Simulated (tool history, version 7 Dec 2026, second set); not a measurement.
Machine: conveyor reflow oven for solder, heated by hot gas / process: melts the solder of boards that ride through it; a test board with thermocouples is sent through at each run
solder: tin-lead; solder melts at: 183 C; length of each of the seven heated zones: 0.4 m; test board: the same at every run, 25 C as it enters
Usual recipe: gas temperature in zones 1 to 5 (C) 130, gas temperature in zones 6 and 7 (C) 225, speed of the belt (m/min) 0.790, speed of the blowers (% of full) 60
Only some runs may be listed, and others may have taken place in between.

run	hour	gas temperature in zones 1 to 5 (C)	gas temperature in zones 6 and 7 (C)	speed of the belt (m/min)	speed of the blowers (% of full)	highest temperature of the board (C)	time above the solder's melting point (s)
1	0.0	130	225	0.790	60	204.7	33.2
2	12.5	130	230	0.790	60	209.0	36.7
3	31.8	130	225	0.790	64	206.2	34.4
4	47.2	130	225	0.790	64	206.1	34.5
5	66.9	130	225	0.790	64	205.9	34.5
6	80.9	130	240	0.790	64	218.4	43.8
# hour 97.4: flux residue cleaned out of gas plates and filters
7	97.4	130	225	0.790	60	205.9	34.0
8	117.7	130	225	0.790	60	205.6	34.1
9	128.0	130	225	0.790	60	205.5	34.3
10	140.0	130	225	0.790	60	205.6	34.2
11	149.9	130	225	0.722	60	209.0	41.1
12	169.9	130	225	0.790	60	205.5	34.0
13	180.3	130	225	0.790	60	205.6	33.9
14	197.8	130	225	0.633	60	213.2	51.8
15	214.9	130	225	0.633	76	216.7	55.9
16	223.9	130	225	0.633	76	216.5	55.7
17	242.8	124	230	0.819	63	207.9	33.3
18	256.5	116	236	0.848	83	216.4	36.9
19	276.5	142	236	0.848	83	220.9	45.5
20	297.0	142	236	0.702	83	226.4	59.0
21	317.7	126	225	0.811	60	203.5	30.0

What does the tool deliver on the next run?
22	334.7	129	225	0.703	50	?	?

{"run 22": {"highest temperature of the board (C)": 205.7, "time above the solder's melting point (s)": 38.3}}
Minus the tool's unlogged condition, the same run would have read highest temperature of the board (C) 203.8, time above the solder's melting point (s) 36.2.

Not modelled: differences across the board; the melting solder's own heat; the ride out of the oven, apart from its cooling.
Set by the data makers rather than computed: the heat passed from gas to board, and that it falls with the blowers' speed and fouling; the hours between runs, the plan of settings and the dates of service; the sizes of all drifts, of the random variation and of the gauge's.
